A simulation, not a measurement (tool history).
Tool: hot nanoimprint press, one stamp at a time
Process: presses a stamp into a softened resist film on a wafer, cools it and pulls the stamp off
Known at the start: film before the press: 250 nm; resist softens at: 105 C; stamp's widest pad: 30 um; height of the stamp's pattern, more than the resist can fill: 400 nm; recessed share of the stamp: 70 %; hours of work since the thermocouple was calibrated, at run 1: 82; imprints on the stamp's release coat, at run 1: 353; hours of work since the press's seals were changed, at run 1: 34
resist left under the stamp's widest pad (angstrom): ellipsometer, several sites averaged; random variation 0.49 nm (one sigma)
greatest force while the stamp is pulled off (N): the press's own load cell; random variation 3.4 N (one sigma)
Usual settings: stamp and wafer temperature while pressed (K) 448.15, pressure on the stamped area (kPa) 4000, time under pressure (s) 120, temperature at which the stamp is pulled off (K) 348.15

| run | day | stamp and wafer temperature while pressed (K) | pressure on the stamped area (kPa) | time under pressure (s) | temperature at which the stamp is pulled off (K) | hours of work since the thermocouple was calibrated | imprints on the stamp's release coat | hours of work since the press's seals were changed | resist left under the stamp's widest pad (angstrom) | greatest force while the stamp is pulled off (N) |
|---|---|---|---|---|---|---|---|---|---|---|
| 1 | 0 | 448.15 | 4000 | 120 | 348.15 | 82 | 353 | 34 | 1283 | 221 |
| 2 | 0.362 | 448.15 | 4000 | 120 | 348.15 | 89 | 381 | 41 | 1285 | 225 |
| 3 | 0.812 | 448.15 | 4000 | 120 | 348.15 | 97 | 415 | 49 | 1282 | 214 |
| 4 | 1.075 | 448.15 | 4000 | 120 | 348.15 | 102 | 435 | 54 | 1288 | 218 |
| 5 | 1.5 | 448.15 | 4000 | 120 | 348.15 | 110 | 467 | 62 | 1282 | 224 |
| 6 | 1.938 | 448.15 | 4730 | 120 | 348.15 | 119 | 500 | 70 | 1174 | 219 |
| 7 | 2.358 | 448.15 | 4730 | 120 | 354.15 | 126 | 532 | 78 | 1175 | 188 |
| 8 | 2.817 | 448.15 | 4730 | 120 | 354.15 | 135 | 567 | 87 | 1166 | 189 |
| 9 | 3.258 | 448.15 | 4730 | 120 | 354.15 | 143 | 600 | 95 | 1163 | 194 |
| 10 | 3.738 | 448.15 | 4730 | 120 | 349.15 | 152 | 636 | 104 | 1163 | 212 |
| 11 | 3.938 | 448.15 | 4000 | 120 | 348.15 | 156 | 651 | 108 | 1278 | 221 |
| 12 | 4.238 | 448.15 | 2440 | 95 | 348.15 | 161 | 674 | 113 | 1737 | 219 |
| 13 | 4.546 | 448.15 | 2440 | 63 | 351.15 | 167 | 698 | 119 | 1883 | 209 |
| 14 | 4.896 | 448.15 | 2440 | 63 | 351.15 | 174 | 724 | 126 | 1885 | 204 |
| 15 | 5.225 | 448.15 | 2440 | 63 | 351.15 | 180 | 749 | 132 | 1894 | 201 |
| 16 | 5.588 | 458.15 | 6070 | 101 | 335.15 | 187 | 776 | 139 | 707 | 284 |
| 17 | 5.871 | 458.15 | 6070 | 101 | 335.15 | 192 | 798 | 144 | 707 | 288 |
| 18 | 6.112 | 458.15 | 2700 | 69 | 345.15 | 196 | 816 | 148 | 1288 | 229 |
| 19 | 6.554 | 437.15 | 4000 | 120 | 348.15 | 205 | 849 | 157 | 1894 | 221 |
| 20 | 6.796 | 437.15 | 4000 | 120 | 348.15 | 209 | 868 | 161 | 1877 | 225 |
| 21 | 7.188 | 441.15 | 5970 | 88 | 355.15 | 217 | 897 | 169 | 1489 | 179 |
| 22 | 7.65 | 441.15 | 3680 | 198 | 355.15 | 225 | 932 | 177 | 1520 | 178 |

Hidden state or all else? Some run-to-run changes of resist left under the stamp's widest pad (angstrom), split into what the settings, what came in and random variation would give without the hidden state, and what is left for the hidden state (with any gauge scatter that isn't in both results):
The hidden state here: true temperature over the reading, C; pressure that arrives at the usual setting, %; grip of the stamp's worn release coat, % over a new coat's; drift of the gauge itself on residual_nm, %; drift of the gauge itself on pull_off_n, %.
Run 15 -> 16: stamp and wafer temperature while pressed (K) 448.15 -> 458.15, pressure on the stamped area (kPa) 2440 -> 6070, time under pressure (s) 63 -> 101, temperature at which the stamp is pulled off (K) 351.15 -> 335.15. resist left under the stamp's widest pad (angstrom) -1187: hidden state +8, all else -1195.
Run 18 -> 19: stamp and wafer temperature while pressed (K) 458.15 -> 437.15, pressure on the stamped area (kPa) 2700 -> 4000, time under pressure (s) 69 -> 120, temperature at which the stamp is pulled off (K) 345.15 -> 348.15. resist left under the stamp's widest pad (angstrom) +606: hidden state -6, all else +612.

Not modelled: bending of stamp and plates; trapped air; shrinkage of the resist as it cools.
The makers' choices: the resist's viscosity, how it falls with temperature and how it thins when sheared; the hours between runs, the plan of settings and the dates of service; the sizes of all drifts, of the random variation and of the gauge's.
